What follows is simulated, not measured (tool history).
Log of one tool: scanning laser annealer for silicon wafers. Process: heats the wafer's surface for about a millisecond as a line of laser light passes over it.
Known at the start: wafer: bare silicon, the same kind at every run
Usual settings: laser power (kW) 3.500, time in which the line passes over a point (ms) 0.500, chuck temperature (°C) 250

| run | hour | laser power (kW) | time in which the line passes over a point (ms) | chuck temperature (°C) | highest temperature of the surface (°C) |
|---|---|---|---|---|---|
| 1 | 0.0 | 3.500 | 0.500 | 250 | 954 |
| 2 | 30.9 | 3.500 | 0.500 | 250 | 951 |
| 3 | 51.1 | 3.500 | 0.500 | 250 | 951 |
|  | 88.8 | window over the wafer cleaned |
| 4 | 94.5 | 3.500 | 0.500 | 250 | 929 |
| 5 | 140.1 | 3.500 | 0.500 | 250 | 926 |
| 6 | 185.5 | 3.500 | 0.500 | 250 | 923 |
| 7 | 219.6 | 3.500 | 0.500 | 250 | 922 |
| 8 | 242.8 | 3.500 | 0.500 | 250 | 918 |
| 9 | 279.1 | 3.500 | 0.500 | 250 | 920 |
|  | 308.8 | window over the wafer cleaned, once more |
| 10 | 317.8 | 3.500 | 0.500 | 250 | 986 |
| 11 | 356.3 | 3.500 | 0.375 | 250 | 880 |
| 12 | 384.5 | 3.074 | 0.408 | 258 | 831 |
| 13 | 422.4 | 3.847 | 0.371 | 250 | 936 |
| 14 | 443.5 | 3.354 | 0.500 | 253 | 949 |
| 15 | 465.7 | 3.354 | 0.500 | 253 | 948 |
| 16 | 505.0 | 3.543 | 0.500 | 232 | 963 |
| 17 | 543.4 | 3.680 | 0.388 | 237 | 905 |
| 18 | 568.2 | 3.067 | 0.388 | 237 | 786 |
| 19 | 605.8 | 3.067 | 0.388 | 237 | 787 |

Forecast each of these 5 alternatives for the next run:
| A | 645.4 | 3.607 | 0.603 | 279 | ? |
| B | 645.4 | 3.324 | 0.381 | 227 | ? |
| C | 645.4 | 3.335 | 0.437 | 237 | ? |
| D | 645.4 | 3.633 | 0.484 | 246 | ? |
| E | 645.4 | 3.500 | 0.482 | 250 | ? |

| run | highest temperature of the surface (°C) |
|---|---|
| A | 1091 |
| B | 815 |
| C | 873 |
| D | 978 |
| E | 952 |
Without the tool's hidden state the same runs would have given:
| run | highest temperature of the surface (°C) |
|---|---|
| A | 1117 |
| B | 834 |
| C | 893 |
| D | 1002 |
| E | 974 |

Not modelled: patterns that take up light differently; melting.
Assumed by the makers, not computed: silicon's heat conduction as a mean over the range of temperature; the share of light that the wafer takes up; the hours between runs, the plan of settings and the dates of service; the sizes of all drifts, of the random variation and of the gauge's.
